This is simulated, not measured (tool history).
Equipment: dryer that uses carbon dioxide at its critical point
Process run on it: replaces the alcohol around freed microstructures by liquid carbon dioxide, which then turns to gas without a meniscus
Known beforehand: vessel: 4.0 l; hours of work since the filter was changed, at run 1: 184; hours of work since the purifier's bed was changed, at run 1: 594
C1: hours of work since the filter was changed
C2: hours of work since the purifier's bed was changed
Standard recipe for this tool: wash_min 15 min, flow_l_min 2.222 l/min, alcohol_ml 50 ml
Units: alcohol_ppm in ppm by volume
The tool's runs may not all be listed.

run 1 hour=0.0 | wash_min=15 flow_l_min=2.222 alcohol_ml=50 | C1=184 C2=594 | alcohol_ppm=105
run 2 hour=11.2 | wash_min=15 flow_l_min=2.222 alcohol_ml=50 | C1=191 C2=601 | alcohol_ppm=100
run 3 hour=32.6 | wash_min=15 flow_l_min=2.222 alcohol_ml=50 | C1=205 C2=615 | alcohol_ppm=111
run 4 hour=53.2 | wash_min=15 flow_l_min=2.222 alcohol_ml=50 | C1=218 C2=628 | alcohol_ppm=97
run 5 hour=69.3 | wash_min=15 flow_l_min=2.222 alcohol_ml=50 | C1=228 C2=638 | alcohol_ppm=120
run 6 hour=80.0 | wash_min=15 flow_l_min=2.890 alcohol_ml=50 | C1=235 C2=644 | alcohol_ppm=81
-- hour=99.6 inlet filter changed
run 7 hour=103.3 | wash_min=23 flow_l_min=2.222 alcohol_ml=50 | C1=2 C2=658 | alcohol_ppm=78
run 8 hour=119.3 | wash_min=23 flow_l_min=2.222 alcohol_ml=50 | C1=12 C2=668 | alcohol_ppm=82
run 9 hour=131.0 | wash_min=23 flow_l_min=2.222 alcohol_ml=50 | C1=20 C2=676 | alcohol_ppm=77
run 10 hour=152.8 | wash_min=15 flow_l_min=2.222 alcohol_ml=50 | C1=34 C2=690 | alcohol_ppm=93
run 11 hour=174.6 | wash_min=15 flow_l_min=3.370 alcohol_ml=50 | C1=47 C2=703 | alcohol_ppm=75
run 12 hour=185.8 | wash_min=9 flow_l_min=2.222 alcohol_ml=50 | C1=54 C2=710 | alcohol_ppm=338
run 13 hour=203.6 | wash_min=15 flow_l_min=2.222 alcohol_ml=23 | C1=66 C2=722 | alcohol_ppm=90
run 14 hour=218.1 | wash_min=19 flow_l_min=2.690 alcohol_ml=50 | C1=75 C2=731 | alcohol_ppm=80
run 15 hour=239.2 | wash_min=19 flow_l_min=2.690 alcohol_ml=83 | C1=88 C2=744 | alcohol_ppm=88
run 16 hour=257.2 | wash_min=19 flow_l_min=2.690 alcohol_ml=83 | C1=99 C2=755 | alcohol_ppm=94
run 17 hour=270.0 | wash_min=19 flow_l_min=2.690 alcohol_ml=83 | C1=107 C2=764 | alcohol_ppm=91
run 18 hour=290.5 | wash_min=13 flow_l_min=3.210 alcohol_ml=75 | C1=120 C2=776 | alcohol_ppm=92
run 19 hour=307.9 | wash_min=13 flow_l_min=3.210 alcohol_ml=75 | C1=131 C2=787 | alcohol_ppm=100
run 20 hour=319.3 | wash_min=12 flow_l_min=2.070 alcohol_ml=50 | C1=138 C2=795 | alcohol_ppm=213
run 21 hour=330.7 | wash_min=12 flow_l_min=2.070 alcohol_ml=50 | C1=146 C2=802 | alcohol_ppm=219
run 22 hour=350.6 | wash_min=15 flow_l_min=1.720 alcohol_ml=45 | C1=158 C2=814 | alcohol_ppm=197
run 23 hour=368.1 | wash_min=15 flow_l_min=2.000 alcohol_ml=28 | C1=169 C2=825 | alcohol_ppm=128
run 24 hour=383.2 | wash_min=10 flow_l_min=3.280 alcohol_ml=50 | C1=179 C2=835 | alcohol_ppm=111
run 25 hour=399.7 | wash_min=10 flow_l_min=3.280 alcohol_ml=50 | C1=189 C2=845 | alcohol_ppm=121
run 26 hour=420.7 | wash_min=13 flow_l_min=3.380 alcohol_ml=38 | C1=202 C2=858 | alcohol_ppm=105

For some of the steps in alcohol_ppm from one run to the next: how much would appear even if the tool had no hidden state, given the settings, what came in and random variation, and how much remains for the hidden state plus any gauge scatter that the measured result and the result without hidden state don't share?
What the log doesn't record here: flow that reaches the vessel past the clogged filter, %; alcohol in the recycled carbon dioxide, ppm; drift of the gauge itself on alcohol_ppm, %.
Run 11 -> 12: wash_min 15 -> 9, flow_l_min 3.370 -> 2.222. alcohol_ppm +263 ppm by volume: hidden state +21, all else +242.
Run 12 -> 13: wash_min 9 -> 15, alcohol_ml 50 -> 23. alcohol_ppm -248 ppm by volume: hidden state -19, all else -229.
Run 19 -> 20: wash_min 13 -> 12, flow_l_min 3.210 -> 2.070, alcohol_ml 75 -> 50. alcohol_ppm +113 ppm by volume: hidden state +24, all else +89.
